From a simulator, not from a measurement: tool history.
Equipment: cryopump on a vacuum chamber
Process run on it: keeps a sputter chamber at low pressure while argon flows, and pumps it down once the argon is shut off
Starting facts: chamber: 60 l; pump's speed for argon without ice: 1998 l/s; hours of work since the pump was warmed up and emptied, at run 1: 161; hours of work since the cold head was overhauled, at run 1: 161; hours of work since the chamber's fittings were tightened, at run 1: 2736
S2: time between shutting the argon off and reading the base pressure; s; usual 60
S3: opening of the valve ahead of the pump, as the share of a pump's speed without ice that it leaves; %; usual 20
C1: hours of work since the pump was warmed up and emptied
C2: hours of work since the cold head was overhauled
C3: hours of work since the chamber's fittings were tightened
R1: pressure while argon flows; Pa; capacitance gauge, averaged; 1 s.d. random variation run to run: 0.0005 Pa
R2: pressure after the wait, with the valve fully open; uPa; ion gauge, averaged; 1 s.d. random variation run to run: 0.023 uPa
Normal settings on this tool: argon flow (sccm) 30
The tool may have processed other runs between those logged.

run 1 hour=0 | argon_flow_(sccm)=30 S2=60 S3=20 | C1=161 C2=161 C3=2736 | R1=0.1295 R2=2.42
run 2 hour=9.8 | argon_flow_(sccm)=30 S2=60 S3=20 | C1=169 C2=169 C3=2744 | R1=0.1292 R2=2.46
run 3 hour=24.5 | argon_flow_(sccm)=30 S2=60 S3=20 | C1=180 C2=180 C3=2755 | R1=0.1292 R2=2.53
run 4 hour=37.8 | argon_flow_(sccm)=30 S2=60 S3=26 | C1=191 C2=191 C3=2766 | R1=0.0999 R2=2.56
run 5 hour=51 | argon_flow_(sccm)=30 S2=60 S3=26 | C1=201 C2=201 C3=2776 | R1=0.1001 R2=2.54
run 6 hour=67.2 | argon_flow_(sccm)=30 S2=60 S3=20 | C1=214 C2=214 C3=2789 | R1=0.1298 R2=2.52
run 7 hour=80.6 | argon_flow_(sccm)=30 S2=107 S3=20 | C1=225 C2=225 C3=2799 | R1=0.1291 R2=2.33
run 8 hour=95.8 | argon_flow_(sccm)=30 S2=107 S3=20 | C1=237 C2=237 C3=2811 | R1=0.1299 R2=2.4
run 9 hour=109.2 | argon_flow_(sccm)=30 S2=107 S3=20 | C1=247 C2=247 C3=2822 | R1=0.1308 R2=2.38
run 10 hour=120 | argon_flow_(sccm)=28 S2=35 S3=20 | C1=256 C2=256 C3=2830 | R1=0.1224 R2=2.97
run 11 hour=127.7 | argon_flow_(sccm)=25 S2=60 S3=31 | C1=262 C2=262 C3=2836 | R1=0.0712 R2=2.59
run 12 hour=138.3 | argon_flow_(sccm)=18 S2=88 S3=31 | C1=270 C2=270 C3=2845 | R1=0.0512 R2=2.49
run 13 hour=155.2 | argon_flow_(sccm)=18 S2=116 S3=47 | C1=283 C2=283 C3=2858 | R1=0.0349 R2=2.36
run 14 hour=168.8 | argon_flow_(sccm)=30 S2=221 S3=32 | C1=294 C2=294 C3=2869 | R1=0.0828 R2=2.21
run 15 hour=186.9 | argon_flow_(sccm)=26 S2=60 S3=41 | C1=308 C2=308 C3=2883 | R1=0.0572 R2=2.72
run 16 hour=200 | argon_flow_(sccm)=31 S2=60 S3=27 | C1=319 C2=319 C3=2893 | R1=0.1015 R2=2.69
run 17 hour=212.9 | argon_flow_(sccm)=57 S2=60 S3=31 | C1=329 C2=329 C3=2904 | R1=0.1636 R2=2.78
run 18 hour=228.5 | argon_flow_(sccm)=30 S2=20 S3=20 | C1=341 C2=341 C3=2916 | R1=0.1312 R2=3.8

Consider 5 possible next runs. They are alternatives, not a sequence: every one starts from the tool as it was left by run 18. What does each give?
run A hour=246.4 | argon_flow_(sccm)=30 S2=106 S3=39 | C1=355 C2=355 C3=2930 | R1=? R2=?
run B hour=246.4 | argon_flow_(sccm)=30 S2=212 S3=20 | C1=355 C2=355 C3=2930 | R1=? R2=?
run C hour=246.4 | argon_flow_(sccm)=16 S2=216 S3=20 | C1=355 C2=355 C3=2930 | R1=? R2=?
run D hour=246.4 | argon_flow_(sccm)=18 S2=20 S3=20 | C1=355 C2=355 C3=2930 | R1=? R2=?
run E hour=246.4 | argon_flow_(sccm)=13 S2=20 S3=36 | C1=355 C2=355 C3=2930 | R1=? R2=?

run=A R1=0.0699 R2=2.52
run=B R1=0.1323 R2=2.36
run=C R1=0.0697 R2=2.4
run=D R1=0.0792 R2=3.91
run=E R1=0.0324 R2=3.97
Stripped of hidden state, with their random variation kept, the same runs would have yielded:
run=A R1=0.0654 R2=0.5
run=B R1=0.1277 R2=0.29
run=C R1=0.0672 R2=0.28
run=D R1=0.0764 R2=1.8
run=E R1=0.0304 R2=1.83
